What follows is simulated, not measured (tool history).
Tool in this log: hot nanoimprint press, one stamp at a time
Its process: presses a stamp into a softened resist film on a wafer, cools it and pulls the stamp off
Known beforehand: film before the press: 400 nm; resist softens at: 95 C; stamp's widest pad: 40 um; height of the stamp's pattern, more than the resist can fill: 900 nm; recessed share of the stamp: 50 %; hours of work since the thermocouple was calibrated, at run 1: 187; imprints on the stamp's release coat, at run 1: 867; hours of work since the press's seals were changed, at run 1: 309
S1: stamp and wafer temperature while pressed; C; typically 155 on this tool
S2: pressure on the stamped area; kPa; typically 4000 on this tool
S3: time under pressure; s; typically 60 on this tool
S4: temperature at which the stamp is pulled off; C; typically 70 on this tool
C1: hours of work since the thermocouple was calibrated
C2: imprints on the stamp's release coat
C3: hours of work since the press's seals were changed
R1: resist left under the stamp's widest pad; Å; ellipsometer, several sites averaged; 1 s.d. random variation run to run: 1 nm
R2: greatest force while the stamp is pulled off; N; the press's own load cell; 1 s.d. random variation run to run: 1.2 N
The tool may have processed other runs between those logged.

Run 1, day 0.000: usual settings; C1 187; C2 867; C3 309. Result: R1 2226 Å, R2 114 N.
Run 2, day 1.467: usual settings; C1 204; C2 965; C3 326. Result: R1 2210 Å, R2 115 N.
Run 3, day 2.671: usual settings; C1 219; C2 1046; C3 341. Result: R1 2205 Å, R2 118 N.
Run 4, day 3.912: usual settings; C1 233; C2 1129; C3 355. Result: R1 2227 Å, R2 117 N.
Run 5, day 4.596: usual settings; C1 241; C2 1175; C3 363. Result: R1 2189 Å, R2 117 N.
At day 5.029: stamp cleaned and given a new release coat.
Run 6, day 6.225: usual settings; C1 258; C2 80; C3 380. Result: R1 2197 Å, R2 99 N.
Run 7, day 7.229: usual settings but S1 149 C; C1 270; C2 147; C3 392. Result: R1 2730 Å, R2 101 N.
Run 8, day 7.950: usual settings but S3 81 s; C1 278; C2 196; C3 400. Result: R1 1997 Å, R2 101 N.
Run 9, day 9.125: usual settings but S1 163 C; C1 292; C2 274; C3 414. Result: R1 1591 Å, R2 103 N.
Run 10, day 10.358: usual settings but S1 163 C; C1 307; C2 357; C3 429. Result: R1 1593 Å, R2 105 N.
Run 11, day 11.250: usual settings but S3 104 s; C1 317; C2 417; C3 439. Result: R1 1827 Å, R2 105 N.
Run 12, day 12.708: usual settings but S3 104 s; C1 335; C2 514; C3 457. Result: R1 1815 Å, R2 106 N.
Run 13, day 14.171: usual settings; C1 352; C2 612; C3 474. Result: R1 2181 Å, R2 108 N.
Run 14, day 15.038: usual settings but S3 66 s; C1 362; C2 670; C3 484. Result: R1 2095 Å, R2 107 N.
Run 15, day 15.946: usual settings but S1 159 C; C1 373; C2 731; C3 495. Result: R1 1837 Å, R2 107 N.
Run 16, day 16.762: usual settings but S1 159 C; C1 383; C2 786; C3 505. Result: R1 1850 Å, R2 109 N.
Run 17, day 18.112: usual settings but S1 158 C, S4 64 C; C1 399; C2 876; C3 521. Result: R1 1903 Å, R2 127 N.
Run 18, day 18.946: usual settings but S1 158 C, S4 64 C; C1 408; C2 932; C3 530. Result: R1 1897 Å, R2 130 N.
At day 19.854: plate thermocouple calibrated.
Run 19, day 19.933: usual settings but S1 151 C, S2 2750 kPa, S3 59 s, S4 61 C; C1 1; C2 990; C3 541. Result: R1 3066 Å, R2 140 N.
Run 20, day 20.700: usual settings but S1 151 C, S2 4740 kPa, S3 59 s, S4 61 C; C1 10; C2 1041; C3 550. Result: R1 2545 Å, R2 145 N.
Run 21, day 21.712: usual settings but S1 151 C, S2 4740 kPa, S3 31 s, S4 61 C; C1 22; C2 1109; C3 562. Result: R1 2921 Å, R2 150 N.
Run 22, day 22.571: usual settings but S1 153 C, S2 2810 kPa, S3 31 s, S4 61 C; C1 32; C2 1166; C3 572. Result: R1 3227 Å, R2 151 N.
At day 23.196: stamp cleaned and given a new release coat.
Run 23, day 24.250: usual settings but S3 36 s; C1 49; C2 71; C3 589. Result: R1 2654 Å, R2 101 N.
Run 24, day 24.988: usual settings but S1 154 C, S2 2620 kPa, S3 30 s; C1 58; C2 120; C3 598. Result: R1 3259 Å, R2 105 N.
Run 25, day 25.812: usual settings but S1 154 C, S2 3060 kPa, S3 104 s; C1 68; C2 176; C3 607. Result: R1 2291 Å, R2 101 N.
Run 26, day 27.246: usual settings but S1 154 C, S2 3060 kPa, S3 104 s; C1 85; C2 272; C3 624. Result: R1 2280 Å, R2 106 N.
Run 27, day 28.142: usual settings but S1 154 C, S2 3060 kPa, S3 104 s; C1 95; C2 332; C3 635. Result: R1 2302 Å, R2 108 N.
Run 28, day 28.896: usual settings but S1 149 C, S2 4460 kPa, S3 39 s, S4 57 C; C1 104; C2 382; C3 644. Result: R1 3016 Å, R2 142 N.
Run 29, day 30.458: usual settings but S1 162 C, S2 3870 kPa, S3 74 s; C1 123; C2 487; C3 662. Result: R1 1647 Å, R2 109 N.

Predict each of these 5 candidate next runs independently; none follows another, all start after run 29:
Run A, day 31.554: usual settings but S1 162 C, S2 3870 kPa, S3 70 s; C1 136; C2 560; C3 675. Result: R1 ?, R2 ?.
Run B, day 31.554: usual settings but S1 162 C, S2 2850 kPa, S3 48 s; C1 136; C2 560; C3 675. Result: R1 ?, R2 ?.
Run C, day 31.554: usual settings but S1 162 C, S2 3870 kPa, S3 74 s, S4 77 C; C1 136; C2 560; C3 675. Result: R1 ?, R2 ?.
Run D, day 31.554: usual settings but S3 38 s; C1 136; C2 560; C3 675. Result: R1 ?, R2 ?.
Run E, day 31.554: usual settings but S2 3390 kPa, S3 37 s, S4 57 C; C1 136; C2 560; C3 675. Result: R1 ?, R2 ?.

run    R1   R2
  A  1665  110
  B  2207  110
  C  1642   89
  D  2590  111
  E  2771  143
Stripped of hidden state, with their random variation kept, the same runs would have yielded:
run    R1   R2
  A  1686  102
  B  2237  102
  C  1663   83
  D  2620  103
  E  2803  132
